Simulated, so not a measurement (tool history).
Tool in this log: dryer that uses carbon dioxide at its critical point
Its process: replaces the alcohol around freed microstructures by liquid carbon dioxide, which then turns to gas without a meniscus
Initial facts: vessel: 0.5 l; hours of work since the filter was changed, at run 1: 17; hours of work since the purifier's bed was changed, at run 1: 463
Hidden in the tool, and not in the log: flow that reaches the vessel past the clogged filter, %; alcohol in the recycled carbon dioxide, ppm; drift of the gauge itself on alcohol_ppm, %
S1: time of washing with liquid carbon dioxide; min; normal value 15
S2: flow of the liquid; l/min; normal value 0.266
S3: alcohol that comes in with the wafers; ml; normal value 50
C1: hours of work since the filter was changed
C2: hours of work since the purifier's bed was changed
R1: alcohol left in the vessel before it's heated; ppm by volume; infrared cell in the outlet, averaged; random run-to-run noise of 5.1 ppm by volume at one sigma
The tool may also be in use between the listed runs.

{"run": 1, "hour": 0.0, "S1": 15, "S2": 0.266, "S3": 50, "C1": 17, "C2": 463, "R1": 255}
{"run": 2, "hour": 13.2, "S1": 15, "S2": 0.266, "S3": 50, "C1": 26, "C2": 472, "R1": 273}
{"run": 3, "hour": 24.1, "S1": 15, "S2": 0.3, "S3": 50, "C1": 34, "C2": 480, "R1": 228}
{"run": 4, "hour": 38.1, "S1": 15, "S2": 0.3, "S3": 50, "C1": 45, "C2": 491, "R1": 240}
{"run": 5, "hour": 46.3, "S1": 15, "S2": 0.266, "S3": 50, "C1": 51, "C2": 497, "R1": 272}
{"run": 6, "hour": 59.5, "S1": 15, "S2": 0.266, "S3": 50, "C1": 61, "C2": 507, "R1": 285}
{"run": 7, "hour": 68.4, "S1": 15, "S2": 0.266, "S3": 50, "C1": 67, "C2": 513, "R1": 279}
{"run": 8, "hour": 82.1, "S1": 15, "S2": 0.266, "S3": 50, "C1": 78, "C2": 523, "R1": 302}
{"run": 9, "hour": 89.7, "S1": 15, "S2": 0.266, "S3": 114, "C1": 83, "C2": 529, "R1": 417}
{"run": 10, "hour": 100.1, "S1": 15, "S2": 0.266, "S3": 58, "C1": 91, "C2": 537, "R1": 322}
{"run": 11, "hour": 110.4, "S1": 15, "S2": 0.266, "S3": 58, "C1": 98, "C2": 544, "R1": 318}
{"run": 12, "hour": 126.7, "S1": 15, "S2": 0.266, "S3": 58, "C1": 111, "C2": 556, "R1": 341}
{"run": 13, "hour": 139.1, "S1": 20, "S2": 0.266, "S3": 50, "C1": 120, "C2": 566, "R1": 239}
{"run": 14, "hour": 150.8, "S1": 15, "S2": 0.266, "S3": 50, "C1": 128, "C2": 574, "R1": 351}
{"run": 15, "hour": 162.1, "S1": 15, "S2": 0.266, "S3": 50, "C1": 137, "C2": 583, "R1": 351}
{"run": 16, "hour": 178.1, "S1": 15, "S2": 0.266, "S3": 50, "C1": 149, "C2": 595, "R1": 351}
{"run": 17, "hour": 194.5, "S1": 15, "S2": 0.266, "S3": 104, "C1": 161, "C2": 607, "R1": 471}
{"run": 18, "hour": 210.2, "S1": 15, "S2": 0.269, "S3": 50, "C1": 172, "C2": 618, "R1": 367}
{"run": 19, "hour": 217.1, "S1": 15, "S2": 0.266, "S3": 50, "C1": 178, "C2": 624, "R1": 384}
{"run": 20, "hour": 229.4, "S1": 21, "S2": 0.415, "S3": 43, "C1": 187, "C2": 633, "R1": 249}
{"run": 21, "hour": 243.1, "S1": 15, "S2": 0.204, "S3": 84, "C1": 197, "C2": 643, "R1": 1339}
{"run": 22, "hour": 254.4, "S1": 10, "S2": 0.266, "S3": 34, "C1": 205, "C2": 651, "R1": 1117}
{"run": 23, "hour": 261.5, "S1": 20, "S2": 0.314, "S3": 50, "C1": 210, "C2": 656, "R1": 273}
{"run": 24, "hour": 275.5, "S1": 13, "S2": 0.265, "S3": 83, "C1": 221, "C2": 667, "R1": 874}

Predict the results of run 25:
{"run": 25, "hour": 284.1, "S1": 13, "S2": 0.265, "S3": 83, "C1": 227, "C2": 673, "R1": "?"}

Run 25 yielded R1 875 ppm by volume.
The same run, on a tool lacking any hidden state, would have yielded R1 285 ppm by volume.
